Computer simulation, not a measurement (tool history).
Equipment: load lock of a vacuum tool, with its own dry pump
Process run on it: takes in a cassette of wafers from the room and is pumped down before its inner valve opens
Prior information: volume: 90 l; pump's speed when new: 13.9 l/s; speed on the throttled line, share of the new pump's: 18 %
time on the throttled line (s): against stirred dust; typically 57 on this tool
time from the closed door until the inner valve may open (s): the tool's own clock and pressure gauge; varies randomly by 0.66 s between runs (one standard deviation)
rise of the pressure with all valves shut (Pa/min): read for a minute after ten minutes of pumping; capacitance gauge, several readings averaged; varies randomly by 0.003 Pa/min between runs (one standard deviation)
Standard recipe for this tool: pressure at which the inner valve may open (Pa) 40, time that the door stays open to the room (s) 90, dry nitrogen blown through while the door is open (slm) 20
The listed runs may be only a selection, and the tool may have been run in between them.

run	hour	time on the throttled line (s)	pressure at which the inner valve may open (Pa)	time that the door stays open to the room (s)	dry nitrogen blown through while the door is open (slm)	incoming humidity of the room's air, %	time from the closed door until the inner valve may open (s)	rise of the pressure with all valves shut (Pa/min)
1	0.0	57	40	90	20	42.3	99.1	0.051
2	309.2	57	40	90	20	47.4	99.5	0.063
3	509.0	57	40	90	20	41.5	100.0	0.064
4	833.0	57	40	90	20	44.3	98.9	0.071
5	1079.7	57	40	90	20	41.7	100.6	0.069
6	1317.9	57	40	90	20	47.7	100.8	0.082
7	1517.3	57	40	90	20	49.6	100.5	0.084
8	1679.0	57	40	90	20	45.0	100.0	0.079
9	1919.8	57	40	90	6	48.0	99.8	0.106
10	2061.6	57	40	90	6	46.2	100.1	0.104
11	2217.5	57	40	90	37	45.8	101.3	0.080
12	2458.2	57	40	90	20	43.4	101.4	0.094
13	2758.2	57	40	90	20	45.3	100.7	0.097
14	2983.0	57	40	90	20	42.4	101.2	0.099
15	3234.6	84	40	90	20	41.3	123.3	0.103
16	3367.9	84	40	90	20	44.4	123.0	0.103
17	3643.0	84	40	90	20	43.1	123.1	0.117
18	3912.1	84	40	90	20	47.3	124.3	0.118
19	4160.5	73	40	90	20	49.6	114.6	0.129
20	4454.6	38	40	107	20	43.6	85.3	0.134
21	4651.4	42	49	168	12	47.8	88.0	0.174
22	4922.0	57	40	55	20	42.5	102.6	0.125
23	5095.5	44	34	55	5	45.1	93.6	0.143
24	5351.9	44	34	55	5	44.1	93.7	0.149
25	5644.0	44	34	55	5	43.8	94.6	0.155
26	5796.5	36	43	161	5	43.4	85.0	0.216
27	6117.0	36	43	161	5	45.7	85.6	0.229
28	6311.1	33	57	99	9	43.5	81.1	0.189
29	6462.3	57	40	78	8	47.5	102.7	0.191
30	6783.3	87	36	90	20	46.8	128.5	0.188
31	7006.6	87	36	90	20	42.6	128.5	0.185
32	7229.9	87	41	90	19	42.2	126.5	0.198
33	7507.5	87	51	27	19	47.9	126.6	0.179
34	7669.9	57	41	90	20	41.5	103.2	0.203

Measured result minus the same run's result without the hidden state. Both carry the same run-to-run variation, though not necessarily the same gauge scatter:
The hidden state here: pump's speed, % of a new pump's; leak at the door's seal, Pa l/s; drift of the gauge itself on ready_s, %; drift of the gauge itself on rise_pa_min, %.
run	time from the closed door until the inner valve may open (s)	rise of the pressure with all valves shut (Pa/min)
1	+1.2	+0.011
2	+1.4	+0.014
3	+1.6	+0.016
4	+1.8	+0.021
5	+1.9	+0.023
6	+2.0	+0.026
7	+2.2	+0.029
8	+2.2	+0.031
9	+2.4	+0.034
10	+2.5	+0.037
11	+2.6	+0.040
12	+2.8	+0.043
13	+2.9	+0.049
14	+3.1	+0.051
15	+2.9	+0.057
16	+3.0	+0.058
17	+3.1	+0.065
18	+3.3	+0.070
19	+3.6	+0.075
20	+4.3	+0.081
21	+4.4	+0.085
22	+4.4	+0.093
23	+5.0	+0.095
24	+5.2	+0.100
25	+5.4	+0.107
26	+5.4	+0.114
27	+5.7	+0.121
28	+5.6	+0.124
29	+5.7	+0.129
30	+5.2	+0.136
31	+5.3	+0.140
32	+5.3	+0.147
33	+5.3	+0.154
34	+6.4	+0.158
